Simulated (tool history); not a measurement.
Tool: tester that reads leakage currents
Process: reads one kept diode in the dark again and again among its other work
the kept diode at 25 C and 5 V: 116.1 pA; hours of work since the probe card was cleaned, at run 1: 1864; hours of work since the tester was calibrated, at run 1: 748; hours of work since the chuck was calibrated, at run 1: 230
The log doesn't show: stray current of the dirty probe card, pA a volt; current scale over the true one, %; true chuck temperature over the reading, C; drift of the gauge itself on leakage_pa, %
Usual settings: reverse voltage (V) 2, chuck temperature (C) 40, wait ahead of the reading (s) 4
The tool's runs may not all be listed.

run	day	reverse voltage (V)	chuck temperature (C)	wait ahead of the reading (s)	hours of work since the probe card was cleaned	hours of work since the tester was calibrated	hours of work since the chuck was calibrated	current that the tester gives (pA)
1	0	2	40	4	1864	748	230	209.18
2	3.417	2	40	4	1907	791	273	207.98
3	7.792	2	40	4	1962	846	328	207.97
4	10.479	2	40	4	1996	879	362	207.16
# day 11.254: probe card cleaned and baked
5	15.008	2	40	4	47	935	417	202.16
6	19.7	2	40	4	106	994	476	201.09
7	22.479	2	40	4	141	1028	511	201.9
8	25.538	2	40	4	179	1067	549	200.11
9	28.262	2	40	4	214	1101	583	200.44
10	32.146	2	40	1.75	262	1150	632	199.59
11	35.696	2	40	1.01	307	1194	677	199.14
12	38.342	2	40	5.77	340	1228	710	199.55
13	40.996	2	40	5.77	374	1261	743	198.15
14	45.512	2	40	2.61	430	1318	800	197.96
15	47.588	2	45	4	456	1344	826	278.81
16	50	2	45	4	487	1374	857	279.42
17	54.354	2	45	4	541	1429	911	277.59
18	57.25	2	45	4	578	1465	948	277.03
19	60.392	2	45	4	617	1505	987	276.19
20	64.346	2	40	0.39	667	1554	1037	196.79
21	68.846	13.08	40	2.15	723	1611	1093	559.5
22	72.929	2	35	1.95	775	1662	1145	136.59
23	74.854	2	35	1.95	799	1686	1169	136.05
24	78.308	2	23	0.7	842	1730	1212	56.7
25	82.525	1.26	22	0.35	895	1783	1265	40.65
26	87.025	2.06	40	4	952	1839	1322	196.33
27	89.117	2.06	40	4	978	1865	1348	197.18
28	91.854	2.62	32	4	1012	1900	1382	127.51
29	96.567	2.62	32	4	1072	1959	1441	127.3
30	100.4	2.62	32	4	1120	2007	1490	126.96
31	104.088	2.62	32	4	1166	2054	1536	126.51
32	107.488	1.18	50	0.68	1209	2096	1579	278.62
33	110.742	3.06	22	0.71	1250	2137	1619	67.24
34	114.908	2.68	49	4	1302	2189	1672	411
35	117.933	11.29	48	1.27	1340	2227	1710	859.55
36	120.2	11.29	48	1.27	1368	2256	1738	860.49
37	122.379	11.29	48	1.27	1396	2283	1766	861.75
38	125.096	6.15	55	0.92	1430	2317	1800	956.46
# day 126.333: chuck's temperature calibrated
39	129.017	1.38	53	0.96	1478	2366	34	401.15

The same runs without the tool's hidden state, with the same run-to-run variation:
run	current that the tester gives (pA)
1	210.32
2	209.5
3	210.09
4	209.59
5	209.33
6	208.8
7	209.99
8	208.52
9	209.2
10	208.84
11	208.81
12	209.57
13	208.46
14	208.83
15	294.44
16	295.51
17	294.44
18	294.4
19	294.11
20	209.98
21	592.9
22	146.32
23	145.91
24	60.12
25	43.33
26	212.33
27	213.53
28	137.36
29	137.49
30	137.44
31	137.18
32	305.95
33	71.11
34	452.47
35	939.91
36	942.12
37	944.7
38	1056.41
39	406.5
